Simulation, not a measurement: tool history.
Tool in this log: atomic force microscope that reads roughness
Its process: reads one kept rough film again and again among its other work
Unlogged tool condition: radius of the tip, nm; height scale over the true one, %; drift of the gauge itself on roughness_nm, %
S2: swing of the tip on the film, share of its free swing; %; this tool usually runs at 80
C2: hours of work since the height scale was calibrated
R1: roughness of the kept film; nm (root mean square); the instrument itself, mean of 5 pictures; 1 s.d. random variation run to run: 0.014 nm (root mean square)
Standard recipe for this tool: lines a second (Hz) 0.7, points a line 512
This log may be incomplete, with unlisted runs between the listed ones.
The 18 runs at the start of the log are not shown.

{"run": 19, "hour": 225.2, "lines a second (Hz)": 0.7, "S2": 80, "points a line": 512, "pictures with this tip": 22, "C2": 602, "R1": 2.988}
{"run": 20, "hour": 240.5, "lines a second (Hz)": 0.7, "S2": 80, "points a line": 512, "pictures with this tip": 46, "C2": 613, "R1": 2.85}
{"run": 21, "hour": 248.0, "lines a second (Hz)": 0.7, "S2": 80, "points a line": 328, "pictures with this tip": 57, "C2": 619, "R1": 2.752}
{"run": 22, "hour": 256.5, "lines a second (Hz)": 0.7, "S2": 80, "points a line": 256, "pictures with this tip": 70, "C2": 626, "R1": 2.592}
{"run": 23, "hour": 265.6, "lines a second (Hz)": 0.7, "S2": 80, "points a line": 256, "pictures with this tip": 84, "C2": 633, "R1": 2.527}
{"run": 24, "hour": 279.7, "lines a second (Hz)": 0.7, "S2": 80, "points a line": 256, "pictures with this tip": 106, "C2": 644, "R1": 2.427}
{"run": 25, "hour": 293.6, "lines a second (Hz)": 0.7, "S2": 80, "points a line": 256, "pictures with this tip": 127, "C2": 655, "R1": 2.33}
{"run": 26, "hour": 309.8, "lines a second (Hz)": 0.7, "S2": 82, "points a line": 754, "pictures with this tip": 152, "C2": 667, "R1": 2.317}

Estimate the outcome of run 27 from the log above:
{"run": 27, "hour": 323.7, "lines a second (Hz)": 1.056, "S2": 72, "points a line": 533, "pictures with this tip": 173, "C2": 678, "R1": "?"}

Run 27 yielded R1 2.209 nm (root mean square).
With no hidden state in the tool, this same run would have given R1 3.213 nm (root mean square).
